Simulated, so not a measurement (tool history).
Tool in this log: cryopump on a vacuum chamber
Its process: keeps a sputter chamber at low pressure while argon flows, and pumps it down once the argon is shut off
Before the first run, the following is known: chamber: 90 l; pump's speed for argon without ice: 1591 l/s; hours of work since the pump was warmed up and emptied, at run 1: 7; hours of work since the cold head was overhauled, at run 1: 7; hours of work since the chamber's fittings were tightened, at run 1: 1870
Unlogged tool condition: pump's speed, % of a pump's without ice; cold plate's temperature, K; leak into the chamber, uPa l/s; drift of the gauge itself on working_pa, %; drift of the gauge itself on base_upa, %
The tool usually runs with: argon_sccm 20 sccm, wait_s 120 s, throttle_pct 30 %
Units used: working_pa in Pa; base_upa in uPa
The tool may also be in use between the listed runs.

run	hour	argon_sccm	wait_s	throttle_pct	hours of work since the pump was warmed up and emptied	hours of work since the cold head was overhauled	hours of work since the chamber's fittings were tightened	working_pa	base_upa
1	0.0	20	120	30	7	7	1870	0.0700	2.25
2	38.0	20	120	30	35	35	1898	0.0708	2.35
3	68.3	20	120	30	57	57	1920	0.0713	2.46
# hour 90.9: leaking fittings of the chamber tightened, without venting
4	102.9	22	120	30	81	81	9	0.0783	0.45
5	134.4	18	120	30	104	104	32	0.0636	0.38
6	178.5	18	20	30	136	136	64	0.0645	1.50
7	197.6	22	20	30	150	150	78	0.0796	1.51
8	218.8	22	20	30	166	166	94	0.0794	1.57
9	245.4	22	20	30	185	185	113	0.0802	1.57
10	276.6	22	20	30	208	208	136	0.0794	1.58
11	303.4	20	120	30	228	228	155	0.0726	0.57
12	336.6	20	120	30	252	252	180	0.0722	0.59
13	377.4	20	120	30	282	282	210	0.0738	0.68
14	397.8	20	120	30	297	297	224	0.0728	0.69
15	431.8	10	120	30	322	322	249	0.0373	0.75
16	460.1	10	120	30	342	342	270	0.0372	0.77
17	484.2	12	52	30	360	360	288	0.0443	1.03
18	517.4	28	239	45	384	384	312	0.0701	0.69
19	559.5	26	140	30	415	415	343	0.0970	0.79
20	584.6	10	23	30	433	433	361	0.0373	1.77
21	613.8	20	120	39	455	455	382	0.0584	0.85
22	657.8	30	25	39	487	487	415	0.0871	1.74
23	682.9	30	25	39	505	505	433	0.0883	1.74
24	719.9	10	39	19	532	532	460	0.0589	1.41
25	758.6	10	39	19	561	561	488	0.0582	1.45
26	806.1	17	120	30	595	595	523	0.0659	1.09
27	848.8	19	184	47	627	627	554	0.0490	1.12
28	872.8	19	127	47	644	644	572	0.0488	1.14
29	912.3	19	127	47	673	673	601	0.0505	1.19
30	954.9	19	127	47	704	704	632	0.0504	1.28
31	984.4	19	80	47	726	726	654	0.0495	1.46

Alternative continuations, all from the tool just after run 31; predict every row:
# hour 1035.3: pump warmed up, emptied and cooled again
A	1035.3	20	162	30	0	759	687	?	?
# hour 1035.3: pump warmed up, emptied and cooled again
B	1035.3	37	82	27	0	759	687	?	?
# hour 1035.3: pump warmed up, emptied and cooled again
C	1035.3	26	271	26	0	759	687	?	?
# hour 1035.3: pump warmed up, emptied and cooled again
D	1035.3	19	28	27	0	759	687	?	?

run	working_pa	base_upa
A	0.0710	1.09
B	0.1444	1.26
C	0.1063	0.97
D	0.0751	1.79
Stripped of hidden state, with their random variation kept, the same runs would have yielded:
run	working_pa	base_upa
A	0.0708	0.37
B	0.1440	0.52
C	0.1060	0.25
D	0.0749	1.07

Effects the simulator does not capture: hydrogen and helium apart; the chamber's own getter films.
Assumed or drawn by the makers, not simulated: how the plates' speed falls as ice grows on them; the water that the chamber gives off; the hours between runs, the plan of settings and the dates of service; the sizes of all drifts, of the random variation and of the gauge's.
